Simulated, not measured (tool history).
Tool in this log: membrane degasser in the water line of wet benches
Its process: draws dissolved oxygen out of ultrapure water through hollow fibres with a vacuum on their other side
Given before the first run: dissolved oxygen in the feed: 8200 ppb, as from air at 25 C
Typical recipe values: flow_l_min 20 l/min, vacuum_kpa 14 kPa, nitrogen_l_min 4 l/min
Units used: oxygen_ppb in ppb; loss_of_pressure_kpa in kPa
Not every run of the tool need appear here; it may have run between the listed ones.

Run 1, hour 0: usual settings. Result: oxygen_ppb 153.8 ppb, loss_of_pressure_kpa 36.56 kPa.
Run 2, hour 44.5: usual settings. Result: oxygen_ppb 152.7 ppb, loss_of_pressure_kpa 36.7 kPa.
Run 3, hour 94: usual settings. Result: oxygen_ppb 152.7 ppb, loss_of_pressure_kpa 36.66 kPa.
Run 4, hour 144.6: usual settings. Result: oxygen_ppb 153.1 ppb, loss_of_pressure_kpa 36.57 kPa.
Run 5, hour 204.2: usual settings. Result: oxygen_ppb 153.2 ppb, loss_of_pressure_kpa 36.55 kPa.
Run 6, hour 258.5: usual settings. Result: oxygen_ppb 156 ppb, loss_of_pressure_kpa 36.82 kPa.
Run 7, hour 294.5: usual settings. Result: oxygen_ppb 154.9 ppb, loss_of_pressure_kpa 36.94 kPa.
Run 8, hour 351.1: usual settings. Result: oxygen_ppb 156.4 ppb, loss_of_pressure_kpa 36.67 kPa.
Run 9, hour 386.1: usual settings. Result: oxygen_ppb 154.5 ppb, loss_of_pressure_kpa 36.82 kPa.
Run 10, hour 448.8: usual settings. Result: oxygen_ppb 154.4 ppb, loss_of_pressure_kpa 36.64 kPa.
Run 11, hour 508.1: usual settings but nitrogen_l_min 5.16 l/min. Result: oxygen_ppb 124.1 ppb, loss_of_pressure_kpa 36.77 kPa.
Run 12, hour 554.5: usual settings but flow_l_min 19 l/min. Result: oxygen_ppb 146.3 ppb, loss_of_pressure_kpa 34.81 kPa.
Run 13, hour 587.8: usual settings but nitrogen_l_min 2.33 l/min. Result: oxygen_ppb 246.9 ppb, loss_of_pressure_kpa 37.04 kPa.
Run 14, hour 635.7: usual settings but nitrogen_l_min 2.33 l/min. Result: oxygen_ppb 247.8 ppb, loss_of_pressure_kpa 37.11 kPa.
Run 15, hour 673.6: usual settings but nitrogen_l_min 2.33 l/min. Result: oxygen_ppb 250.9 ppb, loss_of_pressure_kpa 36.57 kPa.
At hour 678.6: vacuum gauge calibrated.
Run 16, hour 707.5: usual settings but vacuum_kpa 9.1 kPa. Result: oxygen_ppb 97.7 ppb, loss_of_pressure_kpa 36.77 kPa.
Run 17, hour 769.9: usual settings but flow_l_min 17 l/min, vacuum_kpa 21.5 kPa, nitrogen_l_min 4.43 l/min. Result: oxygen_ppb 193.4 ppb, loss_of_pressure_kpa 31.49 kPa.
Run 18, hour 813.7: usual settings but flow_l_min 17 l/min, vacuum_kpa 21.5 kPa, nitrogen_l_min 4.43 l/min. Result: oxygen_ppb 193.5 ppb, loss_of_pressure_kpa 31.48 kPa.
Run 19, hour 872.1: usual settings but flow_l_min 17 l/min, vacuum_kpa 21.5 kPa, nitrogen_l_min 4.43 l/min. Result: oxygen_ppb 191.3 ppb, loss_of_pressure_kpa 31.35 kPa.
Run 20, hour 921.2: usual settings but flow_l_min 17 l/min, vacuum_kpa 29.8 kPa, nitrogen_l_min 6.75 l/min. Result: oxygen_ppb 183.9 ppb, loss_of_pressure_kpa 31.18 kPa.
Run 21, hour 973.9: usual settings but flow_l_min 24 l/min, vacuum_kpa 12.7 kPa, nitrogen_l_min 8.43 l/min. Result: oxygen_ppb 105.5 ppb, loss_of_pressure_kpa 44.55 kPa.
At hour 1028.5: vacuum gauge calibrated, once more.
Run 22, hour 1033.1: usual settings but flow_l_min 28 l/min, vacuum_kpa 9.2 kPa, nitrogen_l_min 6.79 l/min. Result: oxygen_ppb 120.1 ppb, loss_of_pressure_kpa 51.58 kPa.
Run 23, hour 1068.7: usual settings but flow_l_min 28 l/min, vacuum_kpa 9.2 kPa, nitrogen_l_min 6.79 l/min. Result: oxygen_ppb 118.4 ppb, loss_of_pressure_kpa 51.8 kPa.
Run 24, hour 1126.1: usual settings but flow_l_min 29 l/min, vacuum_kpa 14.3 kPa, nitrogen_l_min 2.91 l/min. Result: oxygen_ppb 322.1 ppb, loss_of_pressure_kpa 53.58 kPa.
Run 25, hour 1165.7: usual settings but flow_l_min 21 l/min, vacuum_kpa 22.4 kPa, nitrogen_l_min 2.99 l/min. Result: oxygen_ppb 347.8 ppb, loss_of_pressure_kpa 38.74 kPa.
Run 26, hour 1205: usual settings but flow_l_min 21 l/min, vacuum_kpa 22.4 kPa, nitrogen_l_min 2.99 l/min. Result: oxygen_ppb 343.8 ppb, loss_of_pressure_kpa 38.78 kPa.
Run 27, hour 1232.7: usual settings but flow_l_min 21 l/min, vacuum_kpa 22.4 kPa, nitrogen_l_min 2.99 l/min. Result: oxygen_ppb 344.9 ppb, loss_of_pressure_kpa 38.68 kPa.
Run 28, hour 1259.5: usual settings but flow_l_min 28 l/min, vacuum_kpa 22.4 kPa, nitrogen_l_min 2.76 l/min. Result: oxygen_ppb 501.8 ppb, loss_of_pressure_kpa 51.51 kPa.
Run 29, hour 1310: usual settings but flow_l_min 28 l/min, vacuum_kpa 22.4 kPa, nitrogen_l_min 2.76 l/min. Result: oxygen_ppb 502.8 ppb, loss_of_pressure_kpa 51.65 kPa.
At hour 1342.2: seals of the vacuum lines changed.
Run 30, hour 1357.5: usual settings but flow_l_min 28 l/min, vacuum_kpa 22.4 kPa, nitrogen_l_min 2.76 l/min. Result: oxygen_ppb 490.1 ppb, loss_of_pressure_kpa 51.7 kPa.
Run 31, hour 1393.5: usual settings but flow_l_min 28 l/min, vacuum_kpa 22.4 kPa, nitrogen_l_min 2.76 l/min. Result: oxygen_ppb 485.7 ppb, loss_of_pressure_kpa 51.9 kPa.

Below are 3 alternative next runs, each starting from the tool's condition after run 31. Predict each:
Run A, hour 1427.7: usual settings but flow_l_min 16 l/min. Result: oxygen_ppb ?, loss_of_pressure_kpa ?.
Run B, hour 1427.7: usual settings but flow_l_min 28 l/min, vacuum_kpa 22.4 kPa, nitrogen_l_min 9.62 l/min. Result: oxygen_ppb ?, loss_of_pressure_kpa ?.
Run C, hour 1427.7: usual settings but flow_l_min 28 l/min, vacuum_kpa 26.9 kPa, nitrogen_l_min 7.23 l/min. Result: oxygen_ppb ?, loss_of_pressure_kpa ?.

run  oxygen_ppb  loss_of_pressure_kpa
  A       108.6                 29.55
  B       195.1                 51.69
  C       276.2                 51.64
Stripped of hidden state, with their random variation kept, the same runs would have yielded:
run  oxygen_ppb  loss_of_pressure_kpa
  A       107.8                 28.82
  B       188.2                  50.4
  C       269.5                 50.35
